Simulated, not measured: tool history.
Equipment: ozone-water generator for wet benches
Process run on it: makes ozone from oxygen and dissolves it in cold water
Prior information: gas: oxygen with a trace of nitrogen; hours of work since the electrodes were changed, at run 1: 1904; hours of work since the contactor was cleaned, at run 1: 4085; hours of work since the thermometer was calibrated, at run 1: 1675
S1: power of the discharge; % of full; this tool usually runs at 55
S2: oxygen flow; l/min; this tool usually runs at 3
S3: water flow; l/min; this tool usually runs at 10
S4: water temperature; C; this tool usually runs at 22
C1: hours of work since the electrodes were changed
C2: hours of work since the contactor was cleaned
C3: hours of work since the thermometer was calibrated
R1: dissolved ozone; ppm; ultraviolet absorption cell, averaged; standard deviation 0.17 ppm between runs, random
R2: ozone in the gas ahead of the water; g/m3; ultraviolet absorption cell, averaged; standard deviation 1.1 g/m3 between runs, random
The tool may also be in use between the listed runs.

run 1 hour=0 | S1=55 S2=3 S3=10 S4=22 | C1=1904 C2=4085 C3=1675 | R1=23.3 R2=195.2
-- hour=26.3 contactor cleaned
run 2 hour=63.2 | S1=55 S2=2.27 S3=10 S4=22 | C1=1958 C2=33 C3=1728 | R1=23.4 R2=223.5
run 3 hour=127.2 | S1=55 S2=2.27 S3=10 S4=22 | C1=2016 C2=91 C3=1786 | R1=23.7 R2=221.2
run 4 hour=203.1 | S1=55 S2=2.27 S3=10 S4=22 | C1=2085 C2=160 C3=1855 | R1=23.5 R2=222
run 5 hour=250.6 | S1=55 S2=2.27 S3=10 S4=22 | C1=2128 C2=203 C3=1898 | R1=23.9 R2=224.6
run 6 hour=295.4 | S1=55 S2=3 S3=10 S4=16 | C1=2168 C2=244 C3=1939 | R1=26 R2=193
run 7 hour=345.3 | S1=55 S2=3 S3=10 S4=22 | C1=2213 C2=289 C3=1984 | R1=23.7 R2=194.1
run 8 hour=423.7 | S1=55 S2=3 S3=10 S4=22 | C1=2284 C2=360 C3=2055 | R1=23.3 R2=195.6
run 9 hour=488.3 | S1=55 S2=3 S3=10 S4=22 | C1=2343 C2=418 C3=2113 | R1=23.6 R2=196.5
run 10 hour=545.3 | S1=55 S2=3 S3=10 S4=22 | C1=2394 C2=470 C3=2165 | R1=23.6 R2=195.5
run 11 hour=581.5 | S1=55 S2=3 S3=10 S4=22 | C1=2427 C2=503 C3=2198 | R1=23.5 R2=195.2
run 12 hour=620.3 | S1=54 S2=3 S3=10 S4=22 | C1=2462 C2=538 C3=2233 | R1=23.7 R2=194.1
run 13 hour=657.2 | S1=54 S2=3 S3=10 S4=22 | C1=2496 C2=571 C3=2266 | R1=23.5 R2=195.5
run 14 hour=712.8 | S1=54 S2=3 S3=10 S4=22 | C1=2546 C2=622 C3=2317 | R1=23.1 R2=194.3
run 15 hour=773.7 | S1=54 S2=3 S3=10 S4=22 | C1=2601 C2=677 C3=2372 | R1=23.6 R2=196.6
run 16 hour=826.3 | S1=54 S2=3 S3=10 S4=22 | C1=2649 C2=724 C3=2419 | R1=23.5 R2=195.6
run 17 hour=858 | S1=54 S2=3 S3=10 S4=22 | C1=2678 C2=753 C3=2448 | R1=23.4 R2=197.4
-- hour=888.7 gauge calibrated
run 18 hour=900.9 | S1=74 S2=2.48 S3=10 S4=22 | C1=2716 C2=792 C3=2487 | R1=28.4 R2=256.4
run 19 hour=970.9 | S1=55 S2=2.93 S3=10 S4=17 | C1=2780 C2=855 C3=2550 | R1=25.4 R2=197.3
run 20 hour=1034.6 | S1=55 S2=1.92 S3=10 S4=22 | C1=2838 C2=913 C3=2608 | R1=23.5 R2=244
run 21 hour=1106.9 | S1=44 S2=3 S3=10 S4=21 | C1=2903 C2=978 C3=2673 | R1=20.8 R2=169.1
run 22 hour=1180.4 | S1=64 S2=2.78 S3=9 S4=28 | C1=2970 C2=1045 C3=2740 | R1=24.9 R2=222.9
run 23 hour=1226.1 | S1=64 S2=2.78 S3=9 S4=28 | C1=3011 C2=1086 C3=2781 | R1=25.1 R2=223.1
run 24 hour=1295.1 | S1=69 S2=2.32 S3=9 S4=28 | C1=3073 C2=1149 C3=2844 | R1=26.5 R2=258.4
run 25 hour=1371.3 | S1=55 S2=1.83 S3=10 S4=22 | C1=3142 C2=1218 C3=2913 | R1=23.4 R2=253.7
run 26 hour=1439.8 | S1=45 S2=1.68 S3=12 S4=15 | C1=3204 C2=1280 C3=2975 | R1=18.9 R2=233.2
run 27 hour=1487.9 | S1=55 S2=3 S3=10 S4=17 | C1=3248 C2=1324 C3=3018 | R1=25.7 R2=197.9
run 28 hour=1538.6 | S1=46 S2=3 S3=13 S4=22 | C1=3294 C2=1369 C3=3064 | R1=17.5 R2=176.7
run 29 hour=1599.7 | S1=46 S2=3 S3=13 S4=22 | C1=3349 C2=1425 C3=3120 | R1=17.6 R2=178.8
run 30 hour=1673.9 | S1=55 S2=3 S3=10 S4=24 | C1=3416 C2=1492 C3=3187 | R1=22.8 R2=199.1
run 31 hour=1730.8 | S1=55 S2=3 S3=10 S4=24 | C1=3468 C2=1543 C3=3238 | R1=23 R2=197.1
run 32 hour=1798 | S1=85 S2=2.18 S3=7 S4=18 | C1=3529 C2=1604 C3=3299 | R1=41.6 R2=308.3
run 33 hour=1868.5 | S1=85 S2=2.18 S3=7 S4=18 | C1=3593 C2=1668 C3=3363 | R1=41.8 R2=311

Consider 3 possible next runs. They are alternatives, not a sequence: every one starts from the tool as it was left by run 33. What does each give?
run A hour=1939.6 | S1=84 S2=5.32 S3=8 S4=22 | C1=3657 C2=1732 C3=3427 | R1=? R2=?
run B hour=1939.6 | S1=85 S2=2.18 S3=16 S4=19 | C1=3657 C2=1732 C3=3427 | R1=? R2=?
run C hour=1939.6 | S1=43 S2=3 S3=10 S4=18 | C1=3657 C2=1732 C3=3427 | R1=? R2=?

run=A R1=32.5 R2=194.8
run=B R1=22.3 R2=311.3
run=C R1=21.6 R2=171.7
With no hidden state in the tool, these same runs would have given:
run=A R1=32.5 R2=188.6
run=B R1=22.3 R2=301.5
run=C R1=21.6 R2=166.2
